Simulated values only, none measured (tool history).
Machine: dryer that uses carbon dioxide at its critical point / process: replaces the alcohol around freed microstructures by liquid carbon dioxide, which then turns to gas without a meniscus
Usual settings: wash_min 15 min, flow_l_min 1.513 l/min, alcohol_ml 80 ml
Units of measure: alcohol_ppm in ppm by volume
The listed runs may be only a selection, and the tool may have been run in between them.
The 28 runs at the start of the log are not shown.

| run | day | wash_min | flow_l_min | alcohol_ml | alcohol_ppm |
|---|---|---|---|---|---|
| 29 | 46.004 | 20 | 1.72 | 67 | 39 |
| 30 | 46.904 | 16 | 1.47 | 34 | 142 |
| 31 | 48.575 | 22 | 1.19 | 107 | 275 |
| 32 | 50.554 | 15 | 1.58 | 80 | 349 |
| 33 | 52.05 | 15 | 1.79 | 78 | 205 |
|  | 52.275 | inlet filter changed |
| 34 | 53.883 | 15 | 1.79 | 78 | 94 |
| 35 | 55.092 | 15 | 1.1 | 25 | 247 |
| 36 | 55.996 | 16 | 1.87 | 30 | 30 |

4 ways to go on from here, each from the tool as it stands after run 36. What would each give?
| A | 58.108 | 12 | 0.93 | 37 | ? |
| B | 58.108 | 10 | 1.17 | 93 | ? |
| C | 58.108 | 16 | 1.47 | 61 | ? |
| D | 58.108 | 19 | 2.21 | 70 | ? |

| run | alcohol_ppm |
|---|---|
| A | 1005 |
| B | 2281 |
| C | 165 |
| D | 19 |
Without the tool's unlogged condition, the same runs would have read:
| run | alcohol_ppm |
|---|---|
| A | 888 |
| B | 2021 |
| C | 123 |
| D | 5 |
